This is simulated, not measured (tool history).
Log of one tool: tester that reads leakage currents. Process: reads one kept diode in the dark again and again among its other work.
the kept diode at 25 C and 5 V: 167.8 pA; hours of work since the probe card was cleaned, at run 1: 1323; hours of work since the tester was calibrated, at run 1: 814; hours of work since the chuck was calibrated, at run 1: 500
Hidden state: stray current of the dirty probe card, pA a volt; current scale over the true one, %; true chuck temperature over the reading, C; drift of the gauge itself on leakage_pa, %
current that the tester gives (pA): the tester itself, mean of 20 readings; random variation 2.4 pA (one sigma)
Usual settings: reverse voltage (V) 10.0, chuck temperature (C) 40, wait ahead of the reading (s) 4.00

run    hour  reverse voltage (V)  chuck temperature (C)  wait ahead of the reading (s)  hours of work since the probe card was cleaned  hours of work since the tester was calibrated  hours of work since the chuck was calibrated  current that the tester gives (pA)
  1     0.0                 10.0                     40                           4.00                                            1323                                            814                                           500                              734.89
  2    59.2                 10.0                     40                           4.00                                            1351                                            842                                           528                              734.22
  3   114.1                 10.0                     40                           4.00                                            1376                                            868                                           554                              729.11
      181.1  -- chuck's temperature calibrated
  4   203.4                 10.0                     38                           4.00                                            1418                                            909                                            11                              686.12
  5   279.5                 10.0                     38                           4.00                                            1453                                            945                                            46                              683.98
  6   330.5                 10.0                     43                           4.00                                            1477                                            969                                            70                              991.88
  7   407.6                 10.0                     43                           4.00                                            1514                                           1005                                           107                              990.33
  8   461.9                 10.0                     40                           4.00                                            1539                                           1031                                           132                              790.93
  9   526.8                 10.0                     40                           4.00                                            1570                                           1062                                           163                              779.67
 10   617.3                 10.0                     35                           4.00                                            1613                                           1104                                           206                              533.04
 11   678.0                 10.0                     40                           4.00                                            1641                                           1133                                           234                              777.02
 12   758.4                 10.0                     40                           4.00                                            1679                                           1171                                           272                              774.25
 13   814.8                 10.0                     40                           4.00                                            1706                                           1197                                           299                              767.78
 14   887.4                 10.0                     40                           4.00                                            1740                                           1231                                           333                              763.28
 15   981.1                  1.1                     40                           1.04                                            1784                                           1276                                           377                              238.45
 16  1053.3                  1.1                     40                           1.04                                            1818                                           1310                                           411                              236.27
 17  1108.0                 15.0                     21                           4.00                                            1844                                           1335                                           437                              205.65
 18  1152.6                 15.0                     21                           4.00                                            1865                                           1356                                           458                              205.18
 19  1213.5                 15.0                     28                           0.38                                            1893                                           1385                                           486                              374.45
 20  1285.2                 10.0                     60                           5.34                                            1927                                           1419                                           520                             3100.99
 21  1354.8                 18.0                     27                           1.26                                            1960                                           1452                                           553                              368.87
     1423.1  -- chuck's temperature calibrated
 22  1429.3                  9.2                     59                           1.19                                            1994                                           1486                                             3                             2964.92
 23  1509.2                  1.9                     59                           2.76                                            2032                                           1523                                            41                             1283.76
     1575.7  -- probe card cleaned and baked
 24  1597.2                 18.3                     29                           0.44                                              10                                           1563                                            81                              471.41
 25  1687.2                 18.3                     29                           0.44                                              53                                           1606                                           123                              469.26
 26  1764.8                  1.7                     32                           1.83                                              89                                           1642                                           160                              164.92

5 ways to go on from here, each from the tool as it stands after run 26. What would each give?
  A  1832.8                  1.7                     32                           6.94                                             121                                           1674                                           192                                   ?
  B  1832.8                  1.0                     24                           1.40                                             121                                           1674                                           192                                   ?
  C  1832.8                  9.9                     36                           1.76                                             121                                           1674                                           192                                   ?
  D  1832.8                  6.0                     23                           5.27                                             121                                           1674                                           192                                   ?
  E  1832.8                  2.9                     47                           4.85                                             121                                           1674                                           192                                   ?

run  current that the tester gives (pA)
  A                              164.08
  B                               65.11
  C                              570.82
  D                              153.39
  E                              685.06
Without the tool's hidden state the same runs would have given:
run  current that the tester gives (pA)
  A                              167.78
  B                               66.65
  C                              583.19
  D                              156.98
  E                              699.03
